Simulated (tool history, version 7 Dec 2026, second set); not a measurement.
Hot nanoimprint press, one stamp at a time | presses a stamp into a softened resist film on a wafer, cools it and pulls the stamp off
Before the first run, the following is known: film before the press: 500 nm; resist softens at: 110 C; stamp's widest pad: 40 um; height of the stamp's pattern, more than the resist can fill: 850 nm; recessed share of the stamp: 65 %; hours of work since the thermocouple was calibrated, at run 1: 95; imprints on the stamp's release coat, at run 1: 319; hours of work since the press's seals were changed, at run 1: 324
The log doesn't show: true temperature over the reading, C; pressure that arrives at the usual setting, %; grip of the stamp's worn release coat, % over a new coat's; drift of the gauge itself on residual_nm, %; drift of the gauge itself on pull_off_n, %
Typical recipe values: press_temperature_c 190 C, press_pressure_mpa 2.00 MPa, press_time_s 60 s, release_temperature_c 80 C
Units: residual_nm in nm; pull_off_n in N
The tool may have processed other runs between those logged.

run     day  press_temperature_c  press_pressure_mpa  press_time_s  release_temperature_c  hours of work since the thermocouple was calibrated  imprints on the stamp's release coat  hours of work since the press's seals were changed  residual_nm  pull_off_n
  1   0.000                  190                2.00            60                     80                                                   95                                   319                                                 324        230.0         193
  2   2.121                  190                2.00            60                     80                                                  125                                   485                                                 353        229.5         208
  3   4.383                  180                2.00            60                     80                                                  156                                   662                                                 384        312.1         219
      7.525  -- stamp cleaned and given a new release coat
  4   7.525                  190                2.00            60                     80                                                  196                                     0                                                 424        229.2         173
  5  10.158                  190                2.00            60                     80                                                  232                                   205                                                 461        228.9         183
  6  11.558                  190                2.00            60                     80                                                  252                                   315                                                 480        228.6         198
     14.096  -- plate thermocouple calibrated
  7  14.504                  190                2.00            60                     80                                                    6                                   536                                                 519        230.2         217
  8  16.938                  190                2.00           109                     80                                                   39                                   726                                                 553        189.4         225
     19.229  -- stamp cleaned and given a new release coat
  9  19.612                  190                2.00           109                     80                                                   73                                    30                                                 586        189.3         175
 10  22.288                  190                2.00           109                     80                                                  110                                   239                                                 623        189.4         190
 11  24.550                  190                2.00           109                     80                                                  141                                   416                                                 654        189.2         211
 12  25.917                  190                2.00           109                     80                                                  160                                   523                                                 673        188.9         206
 13  27.979                  190                2.36            78                     80                                                  188                                   684                                                 702        190.5         233
 14  29.554                  190                3.07            60                     68                                                  210                                   807                                                 724        178.8         261
     30.908  -- stamp cleaned and given a new release coat
 15  32.438                  190                2.56            60                     67                                                  246                                   119                                                 760        198.0         200
 16  34.025                  190                3.17            60                     85                                                  268                                   243                                                 782        174.6         181
     35.354  -- plate thermocouple calibrated
 17  36.579                  190                2.00            60                     82                                                   17                                   433                                                 815        231.7         198
 18  39.204                  186                2.00            58                     82                                                   53                                   639                                                 852        264.7         214
 19  41.821                  186                2.00            58                     82                                                   89                                   843                                                 888        264.4         228
     42.804  -- stamp cleaned and given a new release coat
 20  43.383                  179                1.53            45                     80                                                  107                                    46                                                 906        382.3         184
 21  45.221                  179                1.53            45                     80                                                  133                                   189                                                 931        382.0         178
 22  48.138                  190                1.51            49                     80                                                  173                                   417                                                 972        285.0         196
 23  49.517                  190                1.51            49                     80                                                  192                                   525                                                 991        284.6         204
 24  51.112                  190                2.00            33                     86                                                  214                                   650                                                1013        275.4         207

Each row is a separate what-if for the run after 24, all from the same tool condition, not one after another. Results?
  A  52.742                  190                1.68            49                     83                                                  237                                   777                                                1035            ?           ?
  B  52.742                  190                2.00            84                     86                                                  237                                   777                                                1035            ?           ?
  C  52.742                  190                1.50            60                     80                                                  237                                   777                                                1035            ?           ?

run  residual_nm  pull_off_n
  A        268.8         219
  B        206.4         208
  C        268.4         227
With no hidden state in the tool, these same runs would have given:
run  residual_nm  pull_off_n
  A        269.1         169
  B        206.3         161
  C        269.1         175
